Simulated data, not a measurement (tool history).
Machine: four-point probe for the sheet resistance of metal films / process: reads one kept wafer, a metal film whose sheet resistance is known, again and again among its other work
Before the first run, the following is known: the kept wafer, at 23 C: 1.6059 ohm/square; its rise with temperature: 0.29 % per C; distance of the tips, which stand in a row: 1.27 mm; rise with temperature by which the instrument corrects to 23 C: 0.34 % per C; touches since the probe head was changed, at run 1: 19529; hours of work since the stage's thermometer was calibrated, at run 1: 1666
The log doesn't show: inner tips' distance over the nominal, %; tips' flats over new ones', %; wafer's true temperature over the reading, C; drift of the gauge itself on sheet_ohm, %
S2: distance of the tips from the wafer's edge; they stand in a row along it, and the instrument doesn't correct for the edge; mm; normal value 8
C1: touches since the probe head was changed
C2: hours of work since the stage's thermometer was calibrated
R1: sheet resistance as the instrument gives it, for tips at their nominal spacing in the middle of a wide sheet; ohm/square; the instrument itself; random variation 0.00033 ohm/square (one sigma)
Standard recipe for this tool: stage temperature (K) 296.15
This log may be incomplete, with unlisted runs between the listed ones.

{"run": 1, "day": 0.0, "stage temperature (K)": 296.15, "S2": 8, "C1": 19529, "C2": 1666, "R1": 1.633023}
{"run": 2, "day": 0.462, "stage temperature (K)": 296.15, "S2": 52, "C1": 19879, "C2": 1671, "R1": 1.61138}
{"run": 3, "day": 0.892, "stage temperature (K)": 296.15, "S2": 8, "C1": 20203, "C2": 1676, "R1": 1.63209}
{"run": 4, "day": 1.283, "stage temperature (K)": 296.15, "S2": 8, "C1": 20497, "C2": 1680, "R1": 1.632355}
{"run": 5, "day": 1.821, "stage temperature (K)": 296.15, "S2": 35, "C1": 20902, "C2": 1686, "R1": 1.611963}
{"run": 6, "day": 2.5, "stage temperature (K)": 301.15, "S2": 35, "C1": 21415, "C2": 1694, "R1": 1.607625}
{"run": 7, "day": 3.379, "stage temperature (K)": 301.15, "S2": 35, "C1": 22079, "C2": 1703, "R1": 1.608347}
{"run": 8, "day": 3.804, "stage temperature (K)": 301.15, "S2": 9, "C1": 22401, "C2": 1708, "R1": 1.624172}
{"run": 9, "day": 4.588, "stage temperature (K)": 301.15, "S2": 9, "C1": 22992, "C2": 1716, "R1": 1.623745}
{"run": 10, "day": 5.242, "stage temperature (K)": 300.15, "S2": 9, "C1": 23484, "C2": 1723, "R1": 1.624632}
{"run": 11, "day": 5.896, "stage temperature (K)": 300.15, "S2": 9, "C1": 23978, "C2": 1730, "R1": 1.625392}
{"run": 12, "day": 6.358, "stage temperature (K)": 296.15, "S2": 54, "C1": 24326, "C2": 1735, "R1": 1.611798}
{"run": 13, "day": 7.142, "stage temperature (K)": 296.15, "S2": 54, "C1": 24919, "C2": 1744, "R1": 1.611536}
{"run": 14, "day": 7.617, "stage temperature (K)": 296.15, "S2": 54, "C1": 25276, "C2": 1749, "R1": 1.611941}
{"run": 15, "day": 8.25, "stage temperature (K)": 296.15, "S2": 54, "C1": 25753, "C2": 1756, "R1": 1.611632}
{"run": 16, "day": 8.742, "stage temperature (K)": 296.15, "S2": 54, "C1": 26125, "C2": 1761, "R1": 1.611865}
{"run": 17, "day": 9.146, "stage temperature (K)": 295.15, "S2": 5, "C1": 26429, "C2": 1765, "R1": 1.666377}
{"run": 18, "day": 9.704, "stage temperature (K)": 294.15, "S2": 5, "C1": 26851, "C2": 1772, "R1": 1.667773}
{"run": 19, "day": 10.083, "stage temperature (K)": 294.15, "S2": 5, "C1": 27136, "C2": 1776, "R1": 1.667197}

What will run 20 give?
{"run": 20, "day": 10.642, "stage temperature (K)": 294.15, "S2": 5, "C1": 27559, "C2": 1782, "R1": "?"}

Run 20 came out at R1 1.667068 ohm/square.
Without the tool's hidden state the same run would have given R1 1.661332 ohm/square.
